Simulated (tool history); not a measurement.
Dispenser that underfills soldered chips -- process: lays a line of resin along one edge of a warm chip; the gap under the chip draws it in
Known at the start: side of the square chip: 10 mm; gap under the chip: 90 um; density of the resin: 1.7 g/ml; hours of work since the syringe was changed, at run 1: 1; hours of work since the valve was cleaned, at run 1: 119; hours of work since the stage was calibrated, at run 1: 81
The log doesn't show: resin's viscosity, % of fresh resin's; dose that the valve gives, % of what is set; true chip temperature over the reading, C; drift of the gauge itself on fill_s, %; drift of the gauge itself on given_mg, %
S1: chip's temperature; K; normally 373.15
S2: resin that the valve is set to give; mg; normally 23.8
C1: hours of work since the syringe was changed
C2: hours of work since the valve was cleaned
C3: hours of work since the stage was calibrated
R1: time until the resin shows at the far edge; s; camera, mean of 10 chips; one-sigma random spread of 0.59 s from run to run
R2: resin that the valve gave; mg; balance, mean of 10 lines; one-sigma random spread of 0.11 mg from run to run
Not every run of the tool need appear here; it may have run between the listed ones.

{"run": 1, "hour": 0.0, "S1": 373.15, "S2": 23.8, "C1": 1, "C2": 119, "C3": 81, "R1": 54, "R2": 22.79}
{"run": 2, "hour": 5.5, "S1": 373.15, "S2": 21.6, "C1": 5, "C2": 123, "C3": 85, "R1": 60.7, "R2": 20.5}
{"run": 3, "hour": 9.5, "S1": 373.15, "S2": 23.8, "C1": 8, "C2": 126, "C3": 88, "R1": 65, "R2": 22.77}
{"hour": 11.7, "done": "new syringe of resin"}
{"run": 4, "hour": 15.7, "S1": 373.15, "S2": 23.8, "C1": 3, "C2": 130, "C3": 92, "R1": 55.7, "R2": 22.72}
{"hour": 21.0, "done": "dispensing valve cleaned and set on the balance"}
{"run": 5, "hour": 21.9, "S1": 373.15, "S2": 23.8, "C1": 7, "C2": 1, "C3": 96, "R1": 62.2, "R2": 23.76}
{"hour": 26.4, "done": "new syringe of resin"}
{"run": 6, "hour": 27.2, "S1": 373.15, "S2": 23.8, "C1": 1, "C2": 4, "C3": 99, "R1": 50, "R2": 23.83}
{"run": 7, "hour": 32.5, "S1": 373.15, "S2": 28.2, "C1": 4, "C2": 8, "C3": 103, "R1": 57.6, "R2": 28.26}
{"run": 8, "hour": 35.6, "S1": 360.15, "S2": 28.2, "C1": 7, "C2": 10, "C3": 105, "R1": 85.5, "R2": 28.21}
{"hour": 39.8, "done": "new syringe of resin"}
{"run": 9, "hour": 41.8, "S1": 360.15, "S2": 28.2, "C1": 1, "C2": 14, "C3": 110, "R1": 70.9, "R2": 28.39}
{"run": 10, "hour": 44.9, "S1": 373.15, "S2": 23.8, "C1": 4, "C2": 17, "C3": 112, "R1": 54.5, "R2": 23.63}
{"run": 11, "hour": 48.6, "S1": 373.15, "S2": 21.4, "C1": 6, "C2": 19, "C3": 114, "R1": 61.2, "R2": 21.41}
{"hour": 53.2, "done": "new syringe of resin"}
{"run": 12, "hour": 54.3, "S1": 373.15, "S2": 21.4, "C1": 1, "C2": 23, "C3": 118, "R1": 52, "R2": 21.43}
{"run": 13, "hour": 58.2, "S1": 359.15, "S2": 23.8, "C1": 4, "C2": 26, "C3": 121, "R1": 82.3, "R2": 23.84}
{"run": 14, "hour": 62.2, "S1": 373.15, "S2": 23.8, "C1": 6, "C2": 29, "C3": 124, "R1": 59.8, "R2": 23.63}
{"run": 15, "hour": 65.0, "S1": 373.15, "S2": 23.8, "C1": 8, "C2": 31, "C3": 126, "R1": 63.8, "R2": 23.58}
{"hour": 66.6, "done": "new syringe of resin"}
{"run": 16, "hour": 70.2, "S1": 373.15, "S2": 23.8, "C1": 3, "C2": 34, "C3": 129, "R1": 55.9, "R2": 23.53}
{"run": 17, "hour": 75.6, "S1": 373.15, "S2": 23.8, "C1": 6, "C2": 38, "C3": 133, "R1": 63, "R2": 23.56}
{"run": 18, "hour": 78.4, "S1": 373.15, "S2": 23.8, "C1": 8, "C2": 40, "C3": 135, "R1": 66.4, "R2": 23.75}
{"hour": 80.0, "done": "new syringe of resin"}
{"run": 19, "hour": 84.8, "S1": 360.15, "S2": 22.9, "C1": 3, "C2": 44, "C3": 140, "R1": 78.6, "R2": 22.47}
{"run": 20, "hour": 89.8, "S1": 379.15, "S2": 24.3, "C1": 7, "C2": 48, "C3": 143, "R1": 54.5, "R2": 23.95}
{"hour": 93.8, "done": "new syringe of resin"}
{"run": 21, "hour": 94.5, "S1": 380.15, "S2": 21.1, "C1": 0, "C2": 51, "C3": 146, "R1": 43.8, "R2": 20.93}
{"run": 22, "hour": 97.7, "S1": 373.15, "S2": 22.6, "C1": 3, "C2": 53, "C3": 149, "R1": 56.4, "R2": 22.48}
{"run": 23, "hour": 104.0, "S1": 372.15, "S2": 23.6, "C1": 7, "C2": 58, "C3": 153, "R1": 66.8, "R2": 22.96}
{"hour": 107.5, "done": "new syringe of resin"}
{"run": 24, "hour": 110.2, "S1": 371.15, "S2": 26.9, "C1": 2, "C2": 62, "C3": 157, "R1": 54, "R2": 26.35}
{"run": 25, "hour": 115.4, "S1": 371.15, "S2": 26.9, "C1": 6, "C2": 66, "C3": 161, "R1": 61.3, "R2": 26.09}
{"run": 26, "hour": 119.5, "S1": 371.15, "S2": 26.9, "C1": 8, "C2": 69, "C3": 164, "R1": 67.1, "R2": 26.31}
{"hour": 120.9, "done": "new syringe of resin"}
{"run": 27, "hour": 122.3, "S1": 371.15, "S2": 26.9, "C1": 1, "C2": 70, "C3": 166, "R1": 53.2, "R2": 26.24}
{"run": 28, "hour": 128.4, "S1": 383.15, "S2": 22.8, "C1": 5, "C2": 75, "C3": 170, "R1": 46, "R2": 22.18}
{"run": 29, "hour": 133.2, "S1": 372.15, "S2": 21.2, "C1": 9, "C2": 78, "C3": 173, "R1": 68.6, "R2": 20.48}
{"hour": 134.4, "done": "new syringe of resin"}
{"run": 30, "hour": 138.3, "S1": 369.15, "S2": 21.2, "C1": 3, "C2": 82, "C3": 177, "R1": 63.3, "R2": 20.59}
{"run": 31, "hour": 141.0, "S1": 376.15, "S2": 26.3, "C1": 5, "C2": 83, "C3": 179, "R1": 55.2, "R2": 25.8}
{"run": 32, "hour": 147.2, "S1": 374.15, "S2": 24.7, "C1": 9, "C2": 88, "C3": 183, "R1": 66.6, "R2": 24.07}
{"hour": 147.9, "done": "new syringe of resin"}
{"run": 33, "hour": 153.3, "S1": 374.15, "S2": 24.7, "C1": 4, "C2": 92, "C3": 187, "R1": 55.9, "R2": 23.86}
{"run": 34, "hour": 159.1, "S1": 375.15, "S2": 24.7, "C1": 8, "C2": 96, "C3": 191, "R1": 61.3, "R2": 23.91}
{"hour": 161.6, "done": "new syringe of resin"}
{"run": 35, "hour": 165.1, "S1": 387.15, "S2": 30, "C1": 2, "C2": 100, "C3": 195, "R1": 37, "R2": 28.97}

Hidden state or all else? Some run-to-run changes of R1, split into what the settings, what came in and random variation would give without the hidden state, and what is left for the hidden state (with any gauge scatter that isn't in both results):
Run 7 -> 8: S1 373.15 -> 360.15. R1 +27.9 s: hidden state +8.1, all else +19.8.
Run 8 -> 9: new syringe of resin. R1 -14.6 s: hidden state -13.1, all else -1.5.
Run 12 -> 13: S1 373.15 -> 359.15, S2 21.4 -> 23.8. R1 +30.3 s: hidden state +6.8, all else +23.5.
Run 23 -> 24: S1 372.15 -> 371.15, S2 23.6 -> 26.9, new syringe of resin. R1 -12.8 s: hidden state -12, all else -0.8.
Run 26 -> 27: new syringe of resin. R1 -13.9 s: hidden state -13.8, all else -0.1.
Run 34 -> 35: S1 375.15 -> 387.15, S2 24.7 -> 30, new syringe of resin. R1 -24.3 s: hidden state -11.3, all else -13.
